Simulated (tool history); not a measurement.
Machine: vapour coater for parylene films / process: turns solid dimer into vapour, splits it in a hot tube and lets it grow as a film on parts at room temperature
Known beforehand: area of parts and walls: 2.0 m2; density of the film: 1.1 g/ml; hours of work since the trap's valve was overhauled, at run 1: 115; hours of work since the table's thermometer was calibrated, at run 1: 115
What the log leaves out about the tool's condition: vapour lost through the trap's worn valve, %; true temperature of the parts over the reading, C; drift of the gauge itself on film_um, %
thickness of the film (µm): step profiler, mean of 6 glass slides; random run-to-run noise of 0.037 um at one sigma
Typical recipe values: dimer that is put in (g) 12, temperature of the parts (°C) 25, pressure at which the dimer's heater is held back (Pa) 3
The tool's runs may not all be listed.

| run | hour | dimer that is put in (g) | temperature of the parts (°C) | pressure at which the dimer's heater is held back (Pa) | hours of work since the trap's valve was overhauled | hours of work since the table's thermometer was calibrated | thickness of the film (µm) |
|---|---|---|---|---|---|---|---|
| 1 | 0 | 12 | 25 | 3 | 115 | 115 | 3.76 |
| 2 | 80.8 | 12 | 25 | 3 | 162 | 162 | 3.66 |
| 3 | 130.3 | 12 | 25 | 3 | 190 | 190 | 3.72 |
| 4 | 169.6 | 14 | 25 | 3 | 213 | 213 | 4.2 |
| 5 | 219.4 | 14 | 25 | 11.86 | 241 | 241 | 3.07 |
| 6 | 254.7 | 14 | 25 | 11.86 | 261 | 261 | 3.06 |
| 7 | 305.3 | 14 | 25 | 11.86 | 290 | 290 | 3.04 |
| 8 | 363.6 | 14 | 25 | 11.86 | 324 | 324 | 3.04 |

Expected results for the next run?
|  | 431.6 | trap's valve overhauled |
| 9 | 443.4 | 14 | 25 | 11.86 | 7 | 367 | ? |

thickness of the film (µm): 3.41
With no hidden state in the tool, this same run would have given thickness of the film (µm) 3.4.
